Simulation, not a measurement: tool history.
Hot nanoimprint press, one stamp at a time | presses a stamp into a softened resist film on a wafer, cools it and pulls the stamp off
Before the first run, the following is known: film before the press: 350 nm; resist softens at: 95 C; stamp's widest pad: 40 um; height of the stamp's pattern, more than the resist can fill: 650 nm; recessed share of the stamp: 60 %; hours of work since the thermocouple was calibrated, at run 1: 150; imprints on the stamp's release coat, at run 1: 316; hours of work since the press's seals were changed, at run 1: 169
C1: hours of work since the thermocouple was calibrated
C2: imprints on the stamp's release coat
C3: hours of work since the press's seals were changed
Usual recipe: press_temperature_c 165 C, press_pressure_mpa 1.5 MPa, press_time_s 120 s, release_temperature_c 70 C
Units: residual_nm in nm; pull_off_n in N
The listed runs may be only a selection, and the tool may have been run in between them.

Run 1, hour 0: usual settings; C1 150; C2 316; C3 169. Result: residual_nm 182 nm, pull_off_n 102 N.
Run 2, hour 27.1: usual settings but press_pressure_mpa 1.39 MPa; C1 164; C2 364; C3 183. Result: residual_nm 189.2 nm, pull_off_n 105 N.
Run 3, hour 52.8: usual settings but press_pressure_mpa 1.39 MPa; C1 178; C2 410; C3 197. Result: residual_nm 190.8 nm, pull_off_n 107 N.
Run 4, hour 68.9: usual settings but press_pressure_mpa 1.39 MPa; C1 187; C2 438; C3 206. Result: residual_nm 189.1 nm, pull_off_n 108 N.
Run 5, hour 104.6: usual settings but press_pressure_mpa 1.39 MPa; C1 206; C2 501; C3 225. Result: residual_nm 188.9 nm, pull_off_n 108 N.
Run 6, hour 126.8: usual settings but press_time_s 103 s; C1 218; C2 541; C3 237. Result: residual_nm 194.2 nm, pull_off_n 110 N.
Run 7, hour 151: usual settings but press_time_s 103 s; C1 231; C2 584; C3 251. Result: residual_nm 194.5 nm, pull_off_n 110 N.
Run 8, hour 174.9: usual settings but press_time_s 103 s; C1 244; C2 626; C3 263. Result: residual_nm 194.3 nm, pull_off_n 112 N.
At hour 190.8: stamp cleaned and given a new release coat.
Run 9, hour 217: usual settings but press_time_s 103 s; C1 264; C2 46; C3 283. Result: residual_nm 193.9 nm, pull_off_n 97 N.
Run 10, hour 247.2: usual settings but press_temperature_c 168 C, press_time_s 103 s; C1 280; C2 100; C3 299. Result: residual_nm 173.5 nm, pull_off_n 96 N.
Run 11, hour 262.1: usual settings but press_time_s 82 s; C1 288; C2 127; C3 307. Result: residual_nm 211.3 nm, pull_off_n 100 N.
Run 12, hour 285.7: usual settings but press_time_s 82 s; C1 301; C2 168; C3 320. Result: residual_nm 210 nm, pull_off_n 99 N.
Run 13, hour 321.1: usual settings; C1 320; C2 231; C3 339. Result: residual_nm 187.1 nm, pull_off_n 101 N.
Run 14, hour 343.2: usual settings; C1 332; C2 271; C3 351. Result: residual_nm 188.1 nm, pull_off_n 107 N.
Run 15, hour 370.9: usual settings; C1 347; C2 320; C3 366. Result: residual_nm 188 nm, pull_off_n 106 N.
Run 16, hour 392.2: usual settings but press_time_s 101 s, release_temperature_c 73 C; C1 359; C2 358; C3 378. Result: residual_nm 198.7 nm, pull_off_n 100 N.
Run 17, hour 413.6: usual settings but press_temperature_c 159 C, press_time_s 101 s, release_temperature_c 73 C; C1 370; C2 395; C3 389. Result: residual_nm 252.6 nm, pull_off_n 97 N.
Run 18, hour 443.9: usual settings but press_temperature_c 159 C, press_time_s 101 s, release_temperature_c 73 C; C1 387; C2 449; C3 406. Result: residual_nm 252.8 nm, pull_off_n 102 N.
Run 19, hour 458.7: usual settings but press_temperature_c 159 C, press_time_s 101 s, release_temperature_c 73 C; C1 395; C2 476; C3 414. Result: residual_nm 251.8 nm, pull_off_n 102 N.
Run 20, hour 490.8: usual settings but press_temperature_c 159 C, press_time_s 101 s, release_temperature_c 73 C; C1 412; C2 533; C3 431. Result: residual_nm 253.8 nm, pull_off_n 103 N.
Run 21, hour 511: usual settings but press_pressure_mpa 1.88 MPa, release_temperature_c 62 C; C1 423; C2 569; C3 442. Result: residual_nm 173.4 nm, pull_off_n 133 N.
Run 22, hour 546.8: usual settings but press_temperature_c 154 C, press_pressure_mpa 1.14 MPa, release_temperature_c 62 C; C1 443; C2 632; C3 462. Result: residual_nm 300.3 nm, pull_off_n 135 N.
At hour 561.1: stamp cleaned and given a new release coat.
Run 23, hour 574.4: usual settings but press_temperature_c 172 C, press_pressure_mpa 1.14 MPa, release_temperature_c 76 C; C1 454; C2 23; C3 473. Result: residual_nm 157.5 nm, pull_off_n 84 N.
Run 24, hour 605.1: usual settings but release_temperature_c 66 C; C1 471; C2 78; C3 490. Result: residual_nm 193.3 nm, pull_off_n 107 N.
At hour 623.7: plate thermocouple calibrated.
Run 25, hour 627.2: usual settings but press_pressure_mpa 2.34 MPa, release_temperature_c 56 C; C1 2; C2 112; C3 500. Result: residual_nm 150 nm, pull_off_n 132 N.
Run 26, hour 658.4: usual settings but press_pressure_mpa 2.34 MPa, press_time_s 125 s, release_temperature_c 76 C; C1 19; C2 167; C3 517. Result: residual_nm 146 nm, pull_off_n 85 N.
Run 27, hour 693.8: usual settings but press_pressure_mpa 2.34 MPa, press_time_s 125 s, release_temperature_c 76 C; C1 38; C2 230; C3 536. Result: residual_nm 146.8 nm, pull_off_n 85 N.
Run 28, hour 711.1: usual settings but press_temperature_c 171 C, press_pressure_mpa 2.34 MPa, press_time_s 183 s, release_temperature_c 77 C; C1 47; C2 261; C3 546. Result: residual_nm 93.6 nm, pull_off_n 83 N.
Run 29, hour 728.9: usual settings but press_temperature_c 154 C, press_pressure_mpa 2.03 MPa, press_time_s 183 s, release_temperature_c 55 C; C1 57; C2 292; C3 555. Result: residual_nm 232.2 nm, pull_off_n 140 N.

Consider 3 possible next runs. They are alternatives, not a sequence: every one starts from the tool as it was left by run 29. What does each give?
Run A, hour 753.7: usual settings but press_temperature_c 161 C, press_time_s 80 s, release_temperature_c 77 C; C1 70; C2 336; C3 569. Result: residual_nm ?, pull_off_n ?.
Run B, hour 753.7: usual settings but press_temperature_c 158 C, press_time_s 141 s, release_temperature_c 72 C; C1 70; C2 336; C3 569. Result: residual_nm ?, pull_off_n ?.
Run C, hour 753.7: usual settings but press_pressure_mpa 1.33 MPa, press_time_s 192 s, release_temperature_c 75 C; C1 70; C2 336; C3 569. Result: residual_nm ?, pull_off_n ?.

run  residual_nm  pull_off_n
  A        242.1          85
  B        233.4          97
  C        163.2          90
What these runs would have given with no unlogged condition in the tool:
run  residual_nm  pull_off_n
  A        238.4          77
  B        229.4          89
  C        159.8          82
